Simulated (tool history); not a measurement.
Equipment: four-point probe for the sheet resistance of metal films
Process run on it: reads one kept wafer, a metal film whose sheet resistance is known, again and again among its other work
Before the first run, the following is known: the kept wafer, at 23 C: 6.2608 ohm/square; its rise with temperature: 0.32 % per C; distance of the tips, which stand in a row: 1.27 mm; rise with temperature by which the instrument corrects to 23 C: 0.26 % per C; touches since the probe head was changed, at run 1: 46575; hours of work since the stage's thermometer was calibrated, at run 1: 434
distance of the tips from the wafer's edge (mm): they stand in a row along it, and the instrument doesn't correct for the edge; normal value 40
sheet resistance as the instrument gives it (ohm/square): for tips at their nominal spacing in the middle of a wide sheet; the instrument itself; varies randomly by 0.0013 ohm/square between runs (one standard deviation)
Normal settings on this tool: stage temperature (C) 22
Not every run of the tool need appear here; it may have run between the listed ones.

run	hour	stage temperature (C)	distance of the tips from the wafer's edge (mm)	touches since the probe head was changed	hours of work since the stage's thermometer was calibrated	sheet resistance as the instrument gives it (ohm/square)
1	0	22	40	46575	434	6.238729
2	111.3	22	69	50626	492	6.235164
3	179.1	22	40	53096	527	6.235494
4	234.7	22	40	55118	556	6.235461
5	310.2	22	40	57867	595	6.23315
6	388	22	40	60701	635	6.230068
7	494.6	22	40	64579	690	6.229767
8	604.4	22	40	68577	747	6.227916
9	668.8	22	40	70919	781	6.222926
10	743.1	22	40	73624	819	6.224667
11	798.1	19	40	75629	848	6.212039
12	894.3	22	40	79130	898	6.21986
13	999.5	22	19	82961	952	6.230603
14	1047.4	22	19	84704	977	6.227076
15	1123.6	22	19	87477	1017	6.227222
16	1177.9	32	19	89452	1045	6.264756
17	1272.1	32	19	92884	1094	6.261091
18	1363.6	34	40	96215	1141	6.254558
19	1427.9	34	40	98553	1174	6.25336
20	1533.3	34	40	102393	1229	6.253833
21	1642.3	34	40	106358	1285	6.247086
22	1750.4	34	40	110294	1342	6.245989
23	1848	24	21	113846	1392	6.21818
24	1910.4	30	8	116120	1425	6.306798
25	1972	22	4	118361	1456	6.513443
26	2083.5	24	4	122421	1514	6.517912
27	2147.2	24	6	124740	1547	6.345558
28	2204.6	33	40	126828	1577	6.233661
29	2303.9	33	40	130444	1629	6.231016
30	2414.7	33	40	134475	1686	6.227411
31	2522.2	22	57	138391	1742	6.182366
32	2612.5	35	21	141675	1789	6.24077
33	2663.9	22	16	143549	1815	6.201192
34	2717.1	22	16	145484	1843	6.196054
# hour 2732.2: new probe head fitted
35	2775.3	22	23	1569	1873	6.332409
36	2851.7	22	23	4349	1912	6.331005
37	2911.8	22	23	6537	1943	6.329165
38	2981.1	23	4	9060	1979	6.645231
39	3027.5	34	4	10751	2003	6.687855
40	3097	24	17	13278	2039	6.343639
41	3182.1	35	17	16376	2084	6.382157
42	3250.8	31	30	18880	2119	6.355725
43	3325.9	31	30	21612	2158	6.346363
44	3391.7	31	30	24007	2192	6.350001

5 options for the next run, each taken on its own from the tool as it stands now. Forecast them:
A	3442.9	31	14	25871	2219	?
B	3442.9	18	9	25871	2219	?
C	3442.9	33	52	25871	2219	?
D	3442.9	22	30	25871	2219	?
E	3442.9	30	6	25871	2219	?

run	sheet resistance as the instrument gives it (ohm/square)
A	6.369402
B	6.359413
C	6.353721
D	6.315054
E	6.487427
Without the tool's unlogged condition, the same runs would have read:
run	sheet resistance as the instrument gives it (ohm/square)
A	6.318254
B	6.307709
C	6.302784
D	6.26389
E	6.435338

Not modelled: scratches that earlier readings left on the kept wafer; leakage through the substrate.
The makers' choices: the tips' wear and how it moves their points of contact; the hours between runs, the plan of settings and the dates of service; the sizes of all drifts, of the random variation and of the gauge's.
